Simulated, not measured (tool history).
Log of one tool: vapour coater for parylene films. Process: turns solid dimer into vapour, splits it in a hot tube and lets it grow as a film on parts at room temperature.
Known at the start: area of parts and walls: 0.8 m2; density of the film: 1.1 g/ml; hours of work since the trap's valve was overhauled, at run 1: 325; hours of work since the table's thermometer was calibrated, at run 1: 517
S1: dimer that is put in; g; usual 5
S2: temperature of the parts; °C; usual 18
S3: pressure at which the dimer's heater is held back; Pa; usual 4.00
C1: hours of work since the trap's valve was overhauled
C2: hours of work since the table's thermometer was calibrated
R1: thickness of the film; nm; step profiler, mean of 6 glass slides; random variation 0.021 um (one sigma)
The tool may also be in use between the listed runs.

| run | day | S1 | S2 | S3 | C1 | C2 | R1 |
|---|---|---|---|---|---|---|---|
| 1 | 0.000 | 5 | 18 | 4.00 | 325 | 517 | 2900 |
| 2 | 2.425 | 5 | 18 | 4.00 | 374 | 566 | 2900 |
| 3 | 5.071 | 5 | 18 | 4.00 | 428 | 620 | 2850 |
|  | 5.425 | trap's valve overhauled |
| 4 | 6.908 | 5 | 18 | 4.00 | 30 | 653 | 2640 |
| 5 | 8.667 | 5 | 18 | 4.00 | 65 | 689 | 2600 |
| 6 | 10.867 | 5 | 18 | 4.00 | 110 | 733 | 2580 |
| 7 | 13.454 | 5 | 18 | 4.00 | 162 | 785 | 2590 |
| 8 | 16.025 | 4 | 18 | 4.00 | 214 | 837 | 2020 |
| 9 | 18.162 | 4 | 18 | 4.00 | 257 | 880 | 2000 |
| 10 | 20.617 | 4 | 18 | 4.00 | 307 | 930 | 2010 |
|  | 23.212 | trap's valve overhauled, once more |
| 11 | 23.775 | 4 | 18 | 4.00 | 11 | 990 | 2540 |
| 12 | 25.483 | 4 | 18 | 4.00 | 46 | 1025 | 2520 |
| 13 | 26.917 | 4 | 18 | 4.00 | 75 | 1054 | 2540 |
| 14 | 29.775 | 4 | 18 | 4.00 | 132 | 1111 | 2470 |
| 15 | 31.233 | 4 | 18 | 4.00 | 162 | 1141 | 2460 |
| 16 | 32.992 | 5 | 18 | 4.00 | 197 | 1176 | 3070 |
| 17 | 34.871 | 5 | 20 | 4.00 | 235 | 1214 | 2840 |
| 18 | 36.392 | 5 | 20 | 4.00 | 266 | 1245 | 2820 |
| 19 | 38.788 | 2 | 15 | 4.00 | 314 | 1293 | 1300 |
| 20 | 40.633 | 2 | 20 | 2.21 | 352 | 1331 | 1150 |
| 21 | 43.167 | 3 | 20 | 2.21 | 403 | 1382 | 1750 |
|  | 44.667 | trap's valve overhauled |
| 22 | 45.458 | 4 | 18 | 2.88 | 16 | 1425 | 2600 |
|  | 48.558 | table's thermometer calibrated |
| 23 | 48.588 | 4 | 18 | 2.88 | 78 | 1 | 2500 |
| 24 | 50.325 | 3 | 18 | 6.22 | 113 | 36 | 1770 |
| 25 | 52.229 | 3 | 20 | 4.19 | 152 | 74 | 1650 |
| 26 | 53.767 | 4 | 11 | 5.20 | 183 | 105 | 2870 |
| 27 | 55.733 | 3 | 24 | 9.12 | 222 | 145 | 1410 |
| 28 | 57.275 | 3 | 24 | 9.12 | 254 | 176 | 1380 |
| 29 | 59.767 | 3 | 24 | 9.12 | 304 | 226 | 1390 |
| 30 | 62.017 | 3 | 26 | 3.14 | 349 | 272 | 1390 |
| 31 | 64.225 | 7 | 17 | 8.40 | 394 | 316 | 3900 |
|  | 66.229 | trap's valve overhauled |
| 32 | 66.788 | 3 | 17 | 8.40 | 11 | 365 | 1860 |
| 33 | 69.583 | 8 | 15 | 6.42 | 68 | 421 | 5210 |
| 34 | 71.867 | 8 | 15 | 6.42 | 114 | 467 | 5180 |

Hidden state or all else? Some run-to-run changes of R1, split into what the settings, what came in and random variation would give without the hidden state, and what is left for the hidden state (with any gauge scatter that isn't in both results):
The hidden state here: vapour lost through the trap's worn valve, %; true temperature of the parts over the reading, C; drift of the gauge itself on film_um, %.
Run 10 -> 11: trap's valve overhauled, once more. R1 +530 nm: hidden state +560, all else -30.
Run 30 -> 31: S1 3 -> 7, S2 26 -> 17, S3 3.14 -> 8.40. R1 +2510 nm: hidden state -230, all else +2740.
Run 31 -> 32: S1 7 -> 3, trap's valve overhauled. R1 -2040 nm: hidden state +350, all else -2390.
Run 32 -> 33: S1 3 -> 8, S2 17 -> 15, S3 8.40 -> 6.42. R1 +3350 nm: hidden state -50, all else +3400.
